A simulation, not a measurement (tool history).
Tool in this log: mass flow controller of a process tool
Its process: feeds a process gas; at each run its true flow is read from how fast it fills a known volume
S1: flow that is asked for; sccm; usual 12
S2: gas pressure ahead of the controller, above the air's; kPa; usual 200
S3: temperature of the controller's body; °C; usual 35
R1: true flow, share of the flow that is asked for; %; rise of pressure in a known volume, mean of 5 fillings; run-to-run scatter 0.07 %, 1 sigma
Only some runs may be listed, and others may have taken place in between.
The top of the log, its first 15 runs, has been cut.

Run 16, hour 1192.6: usual settings. Result: R1 98.16 %.
Run 17, hour 1291.2: usual settings but S1 13 sccm, S2 180 kPa, S3 33 °C. Result: R1 98.28 %.
Run 18, hour 1391.5: usual settings but S1 7 sccm, S2 167 kPa, S3 37 °C. Result: R1 97.18 %.
Run 19, hour 1465.5: usual settings but S1 7 sccm, S2 270 kPa, S3 37 °C. Result: R1 97.52 %.
Run 20, hour 1542: usual settings but S1 3 sccm, S2 270 kPa, S3 29 °C. Result: R1 97.75 %.
Run 21, hour 1616.4: usual settings but S1 3 sccm, S2 270 kPa, S3 29 °C. Result: R1 97.71 %.
Run 22, hour 1688: usual settings but S1 2 sccm, S2 155 kPa. Result: R1 96.68 %.
Run 23, hour 1760.3: usual settings but S1 7 sccm, S2 190 kPa, S3 23 °C. Result: R1 98.38 %.
Run 24, hour 1861.7: usual settings but S2 277 kPa. Result: R1 98.33 %.
Run 25, hour 1903.6: usual settings but S2 277 kPa. Result: R1 98.52 %.
Run 26, hour 1980.5: usual settings but S1 20 sccm, S3 34 °C. Result: R1 99.2 %.
Run 27, hour 2063.4: usual settings but S1 20 sccm, S3 34 °C. Result: R1 99.24 %.
Run 28, hour 2149.3: usual settings but S1 3 sccm, S2 182 kPa, S3 20 °C. Result: R1 98.24 %.
Run 29, hour 2231.7: usual settings but S1 4 sccm, S2 157 kPa, S3 32 °C. Result: R1 97.2 %.
Run 30, hour 2290.4: usual settings but S1 4 sccm, S2 157 kPa, S3 32 °C. Result: R1 97.32 %.
Run 31, hour 2382.3: usual settings but S1 3 sccm, S3 31 °C. Result: R1 97.3 %.
Run 32, hour 2469.9: usual settings but S1 13 sccm, S2 186 kPa, S3 25 °C. Result: R1 98.86 %.

Here are 4 independent what-if runs from the current tool condition. What would each one return?
Run A, hour 2551: usual settings but S1 13 sccm, S2 145 kPa, S3 29 °C. Result: R1 ?.
Run B, hour 2551: usual settings but S1 4 sccm, S2 210 kPa, S3 39 °C. Result: R1 ?.
Run C, hour 2551: usual settings but S1 13 sccm, S2 155 kPa, S3 25 °C. Result: R1 ?.
Run D, hour 2551: usual settings but S1 13 sccm, S2 186 kPa, S3 36 °C. Result: R1 ?.

run     R1
  A  98.61
  B  96.77
  C  98.95
  D  98.13
The same runs, with their run-to-run variation unchanged, on a tool lacking any hidden condition would have given:
run     R1
  A  98.61
  B  96.78
  C  98.95
  D  98.13

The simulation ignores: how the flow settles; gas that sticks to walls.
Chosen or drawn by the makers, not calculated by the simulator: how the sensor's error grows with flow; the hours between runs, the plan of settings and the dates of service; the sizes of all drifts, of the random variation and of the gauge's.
